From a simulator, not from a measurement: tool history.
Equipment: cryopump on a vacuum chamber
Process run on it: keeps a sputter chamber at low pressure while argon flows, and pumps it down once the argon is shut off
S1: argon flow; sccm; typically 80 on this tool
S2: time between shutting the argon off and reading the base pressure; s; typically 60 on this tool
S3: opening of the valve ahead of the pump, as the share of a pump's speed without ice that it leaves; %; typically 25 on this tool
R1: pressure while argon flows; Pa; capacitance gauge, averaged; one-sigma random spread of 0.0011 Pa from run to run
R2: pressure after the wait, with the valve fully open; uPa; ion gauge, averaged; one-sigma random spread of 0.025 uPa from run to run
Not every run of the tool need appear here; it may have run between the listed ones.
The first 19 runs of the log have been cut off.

run	day	S1	S2	S3	R1	R2
20	24.254	80	51	28	0.2352	1.61
21	25.208	80	149	59	0.1171	0.94
22	26.704	80	149	29	0.2327	0.99
23	28.167	80	281	56	0.1276	0.84
24	29.429	106	71	36	0.2558	1.43
25	30.875	106	71	36	0.2577	1.5
26	31.8	106	298	17	0.5233	0.93
27	32.862	35	60	28	0.1081	1.65
28	34.179	35	60	28	0.1102	1.66
29	35.529	35	51	28	0.1118	2.01
30	36.933	100	117	28	0.3219	1.37
31	38.554	80	143	18	0.3852	1.31
# day 39.483: pump warmed up, emptied and cooled again
32	39.888	127	143	27	0.3781	1.01
33	40.8	56	29	32	0.1388	2.43

Here are 3 independent what-if runs from the current tool condition. What would each one return?
A	41.712	80	60	47	?	?
B	41.712	80	142	31	?	?
C	41.712	37	60	25	?	?

run	R1	R2
A	0.1382	1.5
B	0.2088	1.08
C	0.1188	1.52
Stripped of hidden state, with their random variation kept, the same runs would have yielded:
run	R1	R2
A	0.1347	0.98
B	0.2053	0.55
C	0.1172	1.01
